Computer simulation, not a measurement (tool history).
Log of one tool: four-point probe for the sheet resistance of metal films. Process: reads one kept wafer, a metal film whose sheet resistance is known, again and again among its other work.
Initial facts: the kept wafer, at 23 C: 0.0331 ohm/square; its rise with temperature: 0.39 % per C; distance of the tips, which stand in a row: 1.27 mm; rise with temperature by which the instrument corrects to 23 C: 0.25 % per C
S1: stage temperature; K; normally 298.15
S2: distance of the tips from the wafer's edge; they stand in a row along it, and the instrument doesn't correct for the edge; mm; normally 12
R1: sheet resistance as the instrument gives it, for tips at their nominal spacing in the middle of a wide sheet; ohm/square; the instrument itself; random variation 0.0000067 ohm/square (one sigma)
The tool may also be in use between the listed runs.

{"run": 1, "hour": 0.0, "S1": 298.15, "S2": 12, "R1": 0.033384}
{"run": 2, "hour": 47.5, "S1": 298.15, "S2": 12, "R1": 0.033393}
{"run": 3, "hour": 91.6, "S1": 298.15, "S2": 12, "R1": 0.03341}
{"run": 4, "hour": 156.3, "S1": 297.15, "S2": 12, "R1": 0.033362}
{"run": 5, "hour": 202.3, "S1": 297.15, "S2": 12, "R1": 0.033364}
{"run": 6, "hour": 231.0, "S1": 298.15, "S2": 14, "R1": 0.033365}
{"run": 7, "hour": 277.2, "S1": 298.15, "S2": 14, "R1": 0.033362}
{"run": 8, "hour": 315.1, "S1": 298.15, "S2": 12, "R1": 0.033418}
{"run": 9, "hour": 343.8, "S1": 298.15, "S2": 12, "R1": 0.033424}
{"hour": 381.0, "done": "new probe head fitted"}
{"run": 10, "hour": 411.1, "S1": 298.15, "S2": 12, "R1": 0.033264}
{"run": 11, "hour": 464.5, "S1": 298.15, "S2": 16, "R1": 0.033171}
{"run": 12, "hour": 505.7, "S1": 298.15, "S2": 26, "R1": 0.033104}
{"hour": 509.7, "done": "stage's thermometer calibrated"}
{"run": 13, "hour": 571.2, "S1": 299.15, "S2": 26, "R1": 0.033173}
{"run": 14, "hour": 611.4, "S1": 299.15, "S2": 26, "R1": 0.033161}
{"hour": 666.2, "done": "stage's thermometer calibrated, once more"}
{"run": 15, "hour": 670.2, "S1": 299.15, "S2": 26, "R1": 0.033152}
{"run": 16, "hour": 734.0, "S1": 299.15, "S2": 26, "R1": 0.033153}
{"run": 17, "hour": 792.0, "S1": 299.15, "S2": 54, "R1": 0.03313}
{"run": 18, "hour": 835.0, "S1": 298.15, "S2": 12, "R1": 0.033274}
{"run": 19, "hour": 879.4, "S1": 298.15, "S2": 12, "R1": 0.033282}
{"run": 20, "hour": 914.0, "S1": 298.15, "S2": 12, "R1": 0.033287}
{"run": 21, "hour": 943.4, "S1": 298.15, "S2": 12, "R1": 0.033294}
{"run": 22, "hour": 994.7, "S1": 298.15, "S2": 12, "R1": 0.033284}
{"run": 23, "hour": 1035.7, "S1": 298.15, "S2": 12, "R1": 0.033295}
{"run": 24, "hour": 1091.8, "S1": 301.15, "S2": 38, "R1": 0.033252}
{"run": 25, "hour": 1152.3, "S1": 292.15, "S2": 9, "R1": 0.033188}
{"run": 26, "hour": 1181.4, "S1": 298.15, "S2": 40, "R1": 0.033137}
{"run": 27, "hour": 1228.1, "S1": 296.15, "S2": 37, "R1": 0.033061}
{"run": 28, "hour": 1263.0, "S1": 294.15, "S2": 26, "R1": 0.032988}
{"run": 29, "hour": 1332.5, "S1": 295.15, "S2": 6, "R1": 0.033773}
{"run": 30, "hour": 1373.5, "S1": 299.15, "S2": 36, "R1": 0.033193}
{"run": 31, "hour": 1439.3, "S1": 303.15, "S2": 43, "R1": 0.033375}
{"run": 32, "hour": 1505.5, "S1": 293.15, "S2": 12, "R1": 0.033126}
{"run": 33, "hour": 1562.5, "S1": 293.15, "S2": 36, "R1": 0.032945}
{"run": 34, "hour": 1611.3, "S1": 293.15, "S2": 36, "R1": 0.032953}
{"run": 35, "hour": 1668.6, "S1": 294.15, "S2": 36, "R1": 0.032993}
{"run": 36, "hour": 1712.9, "S1": 301.15, "S2": 25, "R1": 0.033356}
{"run": 37, "hour": 1756.7, "S1": 293.15, "S2": 12, "R1": 0.033148}
{"run": 38, "hour": 1810.0, "S1": 293.15, "S2": 12, "R1": 0.033153}
{"run": 39, "hour": 1875.4, "S1": 303.15, "S2": 18, "R1": 0.033504}

For some of the steps in R1 from one run to the next: how much would appear even if the tool had no hidden state, given the settings, what came in and random variation, and how much remains for the hidden state plus any gauge scatter that the measured result and the result without hidden state don't share?
Hidden state present: inner tips' distance over the nominal, %; tips' flats over new ones', %; wafer's true temperature over the reading, C; drift of the gauge itself on sheet_ohm, %.
Run 9 -> 10: new probe head fitted. R1 -0.00016 ohm/square: hidden state -0.000175, all else +0.000015.
Run 12 -> 13: S1 298.15 -> 299.15, stage's thermometer calibrated. R1 +0.000069 ohm/square: hidden state +0.000013, all else +0.000056.
Run 14 -> 15: stage's thermometer calibrated, once more. R1 -0.000009 ohm/square: hidden state -0.000023, all else +0.000014.
Run 28 -> 29: S1 294.15 -> 295.15, S2 26 -> 6. R1 +0.000785 ohm/square: hidden state +0.000006, all else +0.000779.
Run 29 -> 30: S1 295.15 -> 299.15, S2 6 -> 36. R1 -0.00058 ohm/square: hidden state +0.000005, all else -0.000585.
Run 35 -> 36: S1 294.15 -> 301.15, S2 36 -> 25. R1 +0.000363 ohm/square: hidden state +0.000003, all else +0.00036.

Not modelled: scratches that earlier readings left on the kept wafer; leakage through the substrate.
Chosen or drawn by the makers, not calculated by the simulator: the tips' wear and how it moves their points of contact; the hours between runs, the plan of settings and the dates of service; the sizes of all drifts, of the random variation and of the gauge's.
